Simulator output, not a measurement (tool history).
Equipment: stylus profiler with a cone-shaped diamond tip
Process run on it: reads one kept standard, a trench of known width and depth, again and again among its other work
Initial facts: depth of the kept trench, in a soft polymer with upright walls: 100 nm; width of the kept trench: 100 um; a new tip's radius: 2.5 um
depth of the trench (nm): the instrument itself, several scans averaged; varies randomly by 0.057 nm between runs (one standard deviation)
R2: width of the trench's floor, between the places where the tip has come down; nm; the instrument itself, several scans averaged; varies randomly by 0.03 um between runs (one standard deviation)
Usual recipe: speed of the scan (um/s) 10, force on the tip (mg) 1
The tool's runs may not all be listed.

{"run": 1, "hour": 0.0, "speed of the scan (um/s)": 10, "force on the tip (mg)": 1, "depth of the trench (nm)": 100.05, "R2": 98230}
{"run": 2, "hour": 29.3, "speed of the scan (um/s)": 10, "force on the tip (mg)": 1, "depth of the trench (nm)": 100.12, "R2": 98260}
{"run": 3, "hour": 52.0, "speed of the scan (um/s)": 10, "force on the tip (mg)": 1, "depth of the trench (nm)": 100.13, "R2": 98190}
{"run": 4, "hour": 68.5, "speed of the scan (um/s)": 10, "force on the tip (mg)": 1, "depth of the trench (nm)": 100.14, "R2": 98140}
{"run": 5, "hour": 95.9, "speed of the scan (um/s)": 10, "force on the tip (mg)": 1.81, "depth of the trench (nm)": 100.22, "R2": 98250}
{"run": 6, "hour": 121.2, "speed of the scan (um/s)": 10, "force on the tip (mg)": 1.81, "depth of the trench (nm)": 100.23, "R2": 98250}
{"run": 7, "hour": 148.4, "speed of the scan (um/s)": 10, "force on the tip (mg)": 1.81, "depth of the trench (nm)": 100.2, "R2": 98250}
{"run": 8, "hour": 161.6, "speed of the scan (um/s)": 9, "force on the tip (mg)": 1, "depth of the trench (nm)": 100.11, "R2": 98260}
{"run": 9, "hour": 174.5, "speed of the scan (um/s)": 10, "force on the tip (mg)": 1, "depth of the trench (nm)": 99.98, "R2": 98140}
{"run": 10, "hour": 194.1, "speed of the scan (um/s)": 10, "force on the tip (mg)": 1, "depth of the trench (nm)": 100.03, "R2": 98180}
{"run": 11, "hour": 206.8, "speed of the scan (um/s)": 10, "force on the tip (mg)": 1, "depth of the trench (nm)": 100.09, "R2": 98190}
{"run": 12, "hour": 225.3, "speed of the scan (um/s)": 10, "force on the tip (mg)": 1, "depth of the trench (nm)": 99.97, "R2": 98170}
{"run": 13, "hour": 251.1, "speed of the scan (um/s)": 10, "force on the tip (mg)": 1, "depth of the trench (nm)": 99.93, "R2": 98170}
{"run": 14, "hour": 269.4, "speed of the scan (um/s)": 4, "force on the tip (mg)": 1, "depth of the trench (nm)": 100.01, "R2": 98220}
{"run": 15, "hour": 284.5, "speed of the scan (um/s)": 3, "force on the tip (mg)": 1, "depth of the trench (nm)": 100, "R2": 98240}
{"run": 16, "hour": 297.9, "speed of the scan (um/s)": 8, "force on the tip (mg)": 1, "depth of the trench (nm)": 100.07, "R2": 98160}
{"run": 17, "hour": 326.6, "speed of the scan (um/s)": 26, "force on the tip (mg)": 1, "depth of the trench (nm)": 100.05, "R2": 97970}
{"run": 18, "hour": 349.7, "speed of the scan (um/s)": 26, "force on the tip (mg)": 1, "depth of the trench (nm)": 99.9, "R2": 97970}
{"run": 19, "hour": 366.8, "speed of the scan (um/s)": 10, "force on the tip (mg)": 1, "depth of the trench (nm)": 99.98, "R2": 98180}
{"run": 20, "hour": 392.4, "speed of the scan (um/s)": 10, "force on the tip (mg)": 1, "depth of the trench (nm)": 99.9, "R2": 98160}
{"run": 21, "hour": 418.3, "speed of the scan (um/s)": 10, "force on the tip (mg)": 1, "depth of the trench (nm)": 99.98, "R2": 98150}
{"run": 22, "hour": 441.4, "speed of the scan (um/s)": 37, "force on the tip (mg)": 1, "depth of the trench (nm)": 99.91, "R2": 97860}
{"run": 23, "hour": 457.3, "speed of the scan (um/s)": 3, "force on the tip (mg)": 0.55, "depth of the trench (nm)": 99.85, "R2": 98110}
{"run": 24, "hour": 477.6, "speed of the scan (um/s)": 15, "force on the tip (mg)": 2.22, "depth of the trench (nm)": 100.28, "R2": 98090}
{"run": 25, "hour": 501.5, "speed of the scan (um/s)": 13, "force on the tip (mg)": 1.31, "depth of the trench (nm)": 100.02, "R2": 98080}
{"run": 26, "hour": 531.5, "speed of the scan (um/s)": 13, "force on the tip (mg)": 1.31, "depth of the trench (nm)": 100.05, "R2": 98090}
{"run": 27, "hour": 556.0, "speed of the scan (um/s)": 2, "force on the tip (mg)": 1.12, "depth of the trench (nm)": 100.01, "R2": 98130}
{"run": 28, "hour": 578.8, "speed of the scan (um/s)": 14, "force on the tip (mg)": 1.49, "depth of the trench (nm)": 100.05, "R2": 98100}
{"run": 29, "hour": 603.6, "speed of the scan (um/s)": 13, "force on the tip (mg)": 2.53, "depth of the trench (nm)": 100.18, "R2": 98100}
{"run": 30, "hour": 629.1, "speed of the scan (um/s)": 4, "force on the tip (mg)": 1.46, "depth of the trench (nm)": 100.03, "R2": 98170}
{"run": 31, "hour": 643.8, "speed of the scan (um/s)": 23, "force on the tip (mg)": 1.56, "depth of the trench (nm)": 99.97, "R2": 98010}
{"run": 32, "hour": 656.8, "speed of the scan (um/s)": 19, "force on the tip (mg)": 1.74, "depth of the trench (nm)": 100.07, "R2": 98050}
{"run": 33, "hour": 674.2, "speed of the scan (um/s)": 6, "force on the tip (mg)": 0.68, "depth of the trench (nm)": 99.9, "R2": 98060}
{"run": 34, "hour": 689.9, "speed of the scan (um/s)": 11, "force on the tip (mg)": 0.76, "depth of the trench (nm)": 99.94, "R2": 98060}
{"run": 35, "hour": 718.8, "speed of the scan (um/s)": 3, "force on the tip (mg)": 2.46, "depth of the trench (nm)": 100.19, "R2": 98130}
{"run": 36, "hour": 748.4, "speed of the scan (um/s)": 3, "force on the tip (mg)": 2.46, "depth of the trench (nm)": 100.18, "R2": 98110}
{"run": 37, "hour": 774.6, "speed of the scan (um/s)": 3, "force on the tip (mg)": 2.46, "depth of the trench (nm)": 100.17, "R2": 98140}
{"run": 38, "hour": 799.7, "speed of the scan (um/s)": 3, "force on the tip (mg)": 2.46, "depth of the trench (nm)": 100.06, "R2": 98120}
{"run": 39, "hour": 824.6, "speed of the scan (um/s)": 10, "force on the tip (mg)": 2.41, "depth of the trench (nm)": 100.13, "R2": 98060}
{"run": 40, "hour": 841.6, "speed of the scan (um/s)": 3, "force on the tip (mg)": 1.99, "depth of the trench (nm)": 100.02, "R2": 98110}
{"run": 41, "hour": 864.1, "speed of the scan (um/s)": 4, "force on the tip (mg)": 1.34, "depth of the trench (nm)": 99.9, "R2": 98110}
{"run": 42, "hour": 876.6, "speed of the scan (um/s)": 4, "force on the tip (mg)": 1.34, "depth of the trench (nm)": 100.02, "R2": 98060}
{"run": 43, "hour": 895.8, "speed of the scan (um/s)": 4, "force on the tip (mg)": 1.34, "depth of the trench (nm)": 99.97, "R2": 98010}
{"run": 44, "hour": 923.1, "speed of the scan (um/s)": 33, "force on the tip (mg)": 0.93, "depth of the trench (nm)": 99.9, "R2": 97790}

3 ways to go on from here, each from the tool as it stands after run 44. What would each give?
{"run": "A", "hour": 954.0, "speed of the scan (um/s)": 26, "force on the tip (mg)": 0.46, "depth of the trench (nm)": "?", "R2": "?"}
{"run": "B", "hour": 954.0, "speed of the scan (um/s)": 28, "force on the tip (mg)": 1.15, "depth of the trench (nm)": "?", "R2": "?"}
{"run": "C", "hour": 954.0, "speed of the scan (um/s)": 19, "force on the tip (mg)": 0.43, "depth of the trench (nm)": "?", "R2": "?"}

run=A depth_of_the_trench_(nm)=99.66 R2=97730
run=B depth_of_the_trench_(nm)=99.92 R2=97880
run=C depth_of_the_trench_(nm)=99.72 R2=97810
What these runs would have given with no unlogged condition in the tool:
run=A depth_of_the_trench_(nm)=100.11 R2=98230
run=B depth_of_the_trench_(nm)=100.37 R2=98380
run=C depth_of_the_trench_(nm)=100.17 R2=98310
